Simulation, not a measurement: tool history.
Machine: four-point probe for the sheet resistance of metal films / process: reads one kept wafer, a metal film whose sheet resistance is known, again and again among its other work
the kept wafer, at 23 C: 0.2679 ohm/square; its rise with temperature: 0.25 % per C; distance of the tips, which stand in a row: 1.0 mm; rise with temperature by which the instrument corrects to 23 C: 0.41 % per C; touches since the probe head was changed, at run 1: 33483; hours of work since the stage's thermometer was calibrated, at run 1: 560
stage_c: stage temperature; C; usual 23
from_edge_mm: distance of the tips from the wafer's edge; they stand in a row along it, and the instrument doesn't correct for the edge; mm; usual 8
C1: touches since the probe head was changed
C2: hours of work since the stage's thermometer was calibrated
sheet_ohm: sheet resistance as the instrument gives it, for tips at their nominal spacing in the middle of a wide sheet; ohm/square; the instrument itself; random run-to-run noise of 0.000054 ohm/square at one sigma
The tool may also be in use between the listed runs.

run 1 hour=0.0 | stage_c=23 from_edge_mm=8 | C1=33483 C2=560 | sheet_ohm=0.270096
run 2 hour=46.4 | stage_c=25 from_edge_mm=8 | C1=34488 C2=595 | sheet_ohm=0.269246
run 3 hour=99.2 | stage_c=23 from_edge_mm=23 | C1=35635 C2=635 | sheet_ohm=0.268197
run 4 hour=128.8 | stage_c=23 from_edge_mm=23 | C1=36276 C2=658 | sheet_ohm=0.268104
run 5 hour=164.2 | stage_c=23 from_edge_mm=8 | C1=37044 C2=684 | sheet_ohm=0.269983
run 6 hour=222.8 | stage_c=23 from_edge_mm=8 | C1=38316 C2=728 | sheet_ohm=0.270122
run 7 hour=287.7 | stage_c=23 from_edge_mm=20 | C1=39722 C2=777 | sheet_ohm=0.268199
run 8 hour=336.0 | stage_c=23 from_edge_mm=20 | C1=40769 C2=814 | sheet_ohm=0.268084
run 9 hour=371.6 | stage_c=23 from_edge_mm=20 | C1=41542 C2=841 | sheet_ohm=0.268213
run 10 hour=432.9 | stage_c=23 from_edge_mm=57 | C1=42871 C2=887 | sheet_ohm=0.267840
run 11 hour=475.6 | stage_c=23 from_edge_mm=57 | C1=43798 C2=919 | sheet_ohm=0.267860
run 12 hour=521.6 | stage_c=23 from_edge_mm=8 | C1=44795 C2=954 | sheet_ohm=0.270040
run 13 hour=559.6 | stage_c=23 from_edge_mm=8 | C1=45620 C2=982 | sheet_ohm=0.270107
run 14 hour=603.2 | stage_c=23 from_edge_mm=8 | C1=46565 C2=1015 | sheet_ohm=0.270084
run 15 hour=660.3 | stage_c=23 from_edge_mm=8 | C1=47803 C2=1058 | sheet_ohm=0.270121
run 16 hour=727.7 | stage_c=23 from_edge_mm=8 | C1=49266 C2=1109 | sheet_ohm=0.270082
run 17 hour=757.8 | stage_c=23 from_edge_mm=8 | C1=49919 C2=1132 | sheet_ohm=0.270113
run 18 hour=807.4 | stage_c=24 from_edge_mm=52 | C1=50994 C2=1169 | sheet_ohm=0.267519
run 19 hour=867.7 | stage_c=22 from_edge_mm=47 | C1=52301 C2=1215 | sheet_ohm=0.268335
run 20 hour=918.2 | stage_c=18 from_edge_mm=7 | C1=53396 C2=1253 | sheet_ohm=0.273028
run 21 hour=966.7 | stage_c=27 from_edge_mm=6 | C1=54449 C2=1289 | sheet_ohm=0.270209
run 22 hour=1019.6 | stage_c=22 from_edge_mm=23 | C1=55597 C2=1329 | sheet_ohm=0.268508
run 23 hour=1059.5 | stage_c=33 from_edge_mm=7 | C1=56461 C2=1359 | sheet_ohm=0.266703
run 24 hour=1106.1 | stage_c=33 from_edge_mm=7 | C1=57473 C2=1394 | sheet_ohm=0.266730
run 25 hour=1145.6 | stage_c=20 from_edge_mm=5 | C1=58328 C2=1424 | sheet_ohm=0.274852
run 26 hour=1180.5 | stage_c=29 from_edge_mm=8 | C1=59086 C2=1450 | sheet_ohm=0.267609
run 27 hour=1234.9 | stage_c=22 from_edge_mm=3 | C1=60265 C2=1491 | sheet_ohm=0.283297
run 28 hour=1282.7 | stage_c=34 from_edge_mm=33 | C1=61302 C2=1527 | sheet_ohm=0.263617
run 29 hour=1338.5 | stage_c=25 from_edge_mm=38 | C1=62513 C2=1570 | sheet_ohm=0.267184
run 30 hour=1367.0 | stage_c=25 from_edge_mm=32 | C1=63129 C2=1591 | sheet_ohm=0.267177
run 31 hour=1429.9 | stage_c=25 from_edge_mm=32 | C1=64494 C2=1638 | sheet_ohm=0.267162
run 32 hour=1472.9 | stage_c=25 from_edge_mm=16 | C1=65427 C2=1671 | sheet_ohm=0.267592
-- hour=1479.7 stage's thermometer calibrated
run 33 hour=1532.2 | stage_c=19 from_edge_mm=4 | C1=66703 C2=40 | sheet_ohm=0.278261

Some steps in sheet_ohm between neighbouring runs. How much of each would the tool show without its hidden state too (settings, what came in, random variation), and how much is left for the hidden state, with any gauge scatter that isn't in both results?
Hidden conditions of the tool in this case: inner tips' distance over the nominal, %; tips' flats over new ones', %; wafer's true temperature over the reading, C; drift of the gauge itself on sheet_ohm, %.
Run 26 -> 27: stage_c 29 -> 22, from_edge_mm 8 -> 3. sheet_ohm +0.015688 ohm/square: hidden state -0.000003, all else +0.015691.
Run 27 -> 28: stage_c 22 -> 34, from_edge_mm 3 -> 33. sheet_ohm -0.019680 ohm/square: hidden state +0.000003, all else -0.019683.
Run 32 -> 33: stage_c 25 -> 19, from_edge_mm 16 -> 4, stage's thermometer calibrated. sheet_ohm +0.010669 ohm/square: hidden state -0.000019, all else +0.010688.

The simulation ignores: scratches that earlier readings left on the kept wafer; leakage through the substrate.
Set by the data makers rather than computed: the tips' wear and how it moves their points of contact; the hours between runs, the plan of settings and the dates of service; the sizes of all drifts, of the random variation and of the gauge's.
